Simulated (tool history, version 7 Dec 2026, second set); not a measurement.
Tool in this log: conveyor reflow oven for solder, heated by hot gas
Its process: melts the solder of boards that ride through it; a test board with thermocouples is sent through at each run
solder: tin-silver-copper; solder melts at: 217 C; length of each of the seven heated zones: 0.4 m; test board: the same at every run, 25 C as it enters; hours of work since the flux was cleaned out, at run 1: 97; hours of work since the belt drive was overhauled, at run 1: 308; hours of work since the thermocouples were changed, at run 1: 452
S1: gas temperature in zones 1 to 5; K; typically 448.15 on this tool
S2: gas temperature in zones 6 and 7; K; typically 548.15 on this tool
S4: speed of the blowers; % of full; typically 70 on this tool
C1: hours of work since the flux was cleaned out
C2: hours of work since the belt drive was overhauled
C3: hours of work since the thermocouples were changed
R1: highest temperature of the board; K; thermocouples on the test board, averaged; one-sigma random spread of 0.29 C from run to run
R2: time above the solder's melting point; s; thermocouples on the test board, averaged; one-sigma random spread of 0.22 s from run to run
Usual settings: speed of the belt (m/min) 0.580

run 1 hour=0.0 | S1=448.15 S2=548.15 speed_of_the_belt_(m/min)=0.580 S4=70 | C1=97 C2=308 C3=452 | R1=527.15 R2=63.5
run 2 hour=5.6 | S1=448.15 S2=548.15 speed_of_the_belt_(m/min)=0.580 S4=70 | C1=102 C2=312 C3=456 | R1=527.05 R2=63.2
run 3 hour=14.3 | S1=433.15 S2=548.15 speed_of_the_belt_(m/min)=0.580 S4=70 | C1=108 C2=319 C3=463 | R1=523.85 R2=54.8
run 4 hour=24.7 | S1=436.15 S2=548.15 speed_of_the_belt_(m/min)=0.580 S4=70 | C1=116 C2=327 C3=471 | R1=524.85 R2=56.9
run 5 hour=35.6 | S1=448.15 S2=548.15 speed_of_the_belt_(m/min)=0.580 S4=70 | C1=124 C2=335 C3=479 | R1=526.55 R2=63.1
run 6 hour=45.0 | S1=448.15 S2=548.15 speed_of_the_belt_(m/min)=0.580 S4=70 | C1=131 C2=342 C3=486 | R1=527.05 R2=63.3
run 7 hour=53.8 | S1=448.15 S2=548.15 speed_of_the_belt_(m/min)=0.580 S4=70 | C1=138 C2=349 C3=493 | R1=526.65 R2=63.0
run 8 hour=64.3 | S1=448.15 S2=548.15 speed_of_the_belt_(m/min)=0.580 S4=70 | C1=146 C2=357 C3=501 | R1=526.65 R2=62.8
run 9 hour=72.6 | S1=448.15 S2=548.15 speed_of_the_belt_(m/min)=0.580 S4=81 | C1=152 C2=363 C3=507 | R1=529.75 R2=65.6
run 10 hour=82.7 | S1=448.15 S2=548.15 speed_of_the_belt_(m/min)=0.580 S4=81 | C1=160 C2=371 C3=515 | R1=530.05 R2=65.3
run 11 hour=92.9 | S1=448.15 S2=548.15 speed_of_the_belt_(m/min)=0.580 S4=81 | C1=168 C2=378 C3=522 | R1=529.15 R2=65.6
run 12 hour=99.5 | S1=448.15 S2=548.15 speed_of_the_belt_(m/min)=0.580 S4=81 | C1=173 C2=383 C3=527 | R1=529.15 R2=65.6
run 13 hour=106.2 | S1=448.15 S2=548.15 speed_of_the_belt_(m/min)=0.580 S4=81 | C1=178 C2=388 C3=533 | R1=529.15 R2=65.3
run 14 hour=114.4 | S1=448.15 S2=548.15 speed_of_the_belt_(m/min)=0.580 S4=70 | C1=184 C2=395 C3=539 | R1=526.05 R2=62.3
run 15 hour=121.4 | S1=448.15 S2=548.15 speed_of_the_belt_(m/min)=0.580 S4=52 | C1=189 C2=400 C3=544 | R1=519.25 R2=54.6
run 16 hour=130.8 | S1=448.15 S2=548.15 speed_of_the_belt_(m/min)=0.580 S4=70 | C1=196 C2=407 C3=551 | R1=526.55 R2=62.5
run 17 hour=137.4 | S1=458.15 S2=548.15 speed_of_the_belt_(m/min)=0.569 S4=63 | C1=201 C2=412 C3=556 | R1=526.85 R2=68.1
-- hour=143.2 flux residue cleaned out of gas plates and filters
run 18 hour=151.3 | S1=439.15 S2=548.15 speed_of_the_belt_(m/min)=0.580 S4=89 | C1=6 C2=419 C3=563 | R1=531.05 R2=64.4
run 19 hour=160.1 | S1=439.15 S2=539.15 speed_of_the_belt_(m/min)=0.638 S4=89 | C1=13 C2=425 C3=570 | R1=520.05 R2=50.5
run 20 hour=167.7 | S1=439.15 S2=548.15 speed_of_the_belt_(m/min)=0.580 S4=70 | C1=19 C2=431 C3=575 | R1=525.75 R2=59.0
-- hour=172.6 belt drive overhauled, speed set with a stopwatch
run 21 hour=181.5 | S1=448.15 S2=546.15 speed_of_the_belt_(m/min)=0.580 S4=78 | C1=26 C2=7 C3=583 | R1=528.35 R2=64.9
run 22 hour=188.4 | S1=434.15 S2=549.15 speed_of_the_belt_(m/min)=0.580 S4=70 | C1=31 C2=12 C3=588 | R1=525.95 R2=57.6
run 23 hour=197.8 | S1=434.15 S2=558.15 speed_of_the_belt_(m/min)=0.580 S4=70 | C1=38 C2=19 C3=595 | R1=533.25 R2=63.2
run 24 hour=203.8 | S1=457.15 S2=548.15 speed_of_the_belt_(m/min)=0.497 S4=69 | C1=43 C2=24 C3=600 | R1=533.45 R2=85.0
run 25 hour=211.1 | S1=457.15 S2=539.15 speed_of_the_belt_(m/min)=0.550 S4=69 | C1=48 C2=29 C3=605 | R1=522.05 R2=68.3
-- hour=216.2 belt drive overhauled, speed set with a stopwatch, once more
run 26 hour=220.4 | S1=457.15 S2=539.15 speed_of_the_belt_(m/min)=0.550 S4=69 | C1=52 C2=3 C3=609 | R1=522.25 R2=66.6
run 27 hour=230.0 | S1=452.15 S2=542.15 speed_of_the_belt_(m/min)=0.580 S4=70 | C1=60 C2=11 C3=616 | R1=522.35 R2=60.2
run 28 hour=238.9 | S1=448.15 S2=546.15 speed_of_the_belt_(m/min)=0.580 S4=72 | C1=66 C2=17 C3=623 | R1=525.35 R2=61.4
run 29 hour=249.7 | S1=455.15 S2=548.15 speed_of_the_belt_(m/min)=0.493 S4=70 | C1=75 C2=25 C3=631 | R1=532.75 R2=83.2
run 30 hour=255.3 | S1=462.15 S2=548.15 speed_of_the_belt_(m/min)=0.580 S4=83 | C1=79 C2=30 C3=636 | R1=532.65 R2=73.3
run 31 hour=264.0 | S1=462.15 S2=542.15 speed_of_the_belt_(m/min)=0.580 S4=83 | C1=85 C2=36 C3=642 | R1=526.85 R2=69.7
run 32 hour=269.1 | S1=462.15 S2=542.15 speed_of_the_belt_(m/min)=0.580 S4=83 | C1=89 C2=40 C3=646 | R1=526.95 R2=69.9

Forecast each of these 3 alternatives for the next run:
run A hour=280.5 | S1=448.15 S2=548.15 speed_of_the_belt_(m/min)=0.580 S4=69 | C1=98 C2=49 C3=655 | R1=? R2=?
run B hour=280.5 | S1=459.15 S2=542.15 speed_of_the_belt_(m/min)=0.630 S4=83 | C1=98 C2=49 C3=655 | R1=? R2=?
run C hour=280.5 | S1=448.15 S2=556.15 speed_of_the_belt_(m/min)=0.467 S4=87 | C1=98 C2=49 C3=655 | R1=? R2=?

run=A R1=526.15 R2=61.7
run=B R1=524.15 R2=60.2
run=C R1=544.05 R2=91.7
The same runs, with their run-to-run variation unchanged, on a tool lacking any hidden condition would have given:
run=A R1=529.15 R2=64.2
run=B R1=527.15 R2=62.4
run=C R1=547.05 R2=93.2
